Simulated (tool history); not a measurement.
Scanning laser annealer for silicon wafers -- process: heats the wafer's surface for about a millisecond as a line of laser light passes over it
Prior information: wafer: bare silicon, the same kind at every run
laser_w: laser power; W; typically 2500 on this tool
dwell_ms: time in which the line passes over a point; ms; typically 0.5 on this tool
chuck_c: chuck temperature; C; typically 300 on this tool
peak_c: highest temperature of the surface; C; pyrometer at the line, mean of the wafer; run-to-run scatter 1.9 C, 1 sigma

run,hour,laser_w,dwell_ms,chuck_c,peak_c
1,0,2500,0.5,300,1117
2,53.3,2500,0.5,300,1111
3,97.9,2500,0.5,300,1110
4,144.2,2500,0.5,300,1113
5,191.5,2500,0.5,300,1107
6,230.5,2500,0.5,300,1109
7,284.6,2500,0.5,300,1111
8,336.6,2500,0.5,300,1103
# hour 342.7: laser's power meter calibrated
9,409.9,2500,0.5,296,1109
10,476.5,2500,0.5,296,1104
# hour 542.3: laser's power meter calibrated, once more
11,547.4,2500,0.5,296,1075
# hour 618: window over the wafer cleaned
12,618.3,2500,0.5,296,1111
13,651.6,2500,0.433,300,1072
14,684.1,2500,0.433,300,1069
15,731.8,2500,0.433,300,1063
16,783,2500,0.5,296,1108
17,822.8,2535,0.468,300,1100
18,863.2,2501,0.5,281,1090
19,894.4,2501,0.5,281,1089
20,944,2500,0.371,300,1012
# hour 1009.8: optics aligned, line set to its width
21,1010.6,2249,0.511,300,1045
22,1072.8,2204,0.6,308,1086
23,1121,2204,0.6,308,1083
24,1188.3,2217,0.6,268,1047

4 options for the next run, each taken on its own from the tool as it stands now. Forecast them:
A,1236.2,2500,0.604,262,?
B,1236.2,2319,0.538,290,?
C,1236.2,2217,0.6,273,?
D,1236.2,2161,0.422,292,?

run,peak_c
A,1147
B,1060
C,1046
D,940
Take away the tool's hidden state, keep each run's random variation, and the runs would have read:
run,peak_c
A,1167
B,1078
C,1064
D,955

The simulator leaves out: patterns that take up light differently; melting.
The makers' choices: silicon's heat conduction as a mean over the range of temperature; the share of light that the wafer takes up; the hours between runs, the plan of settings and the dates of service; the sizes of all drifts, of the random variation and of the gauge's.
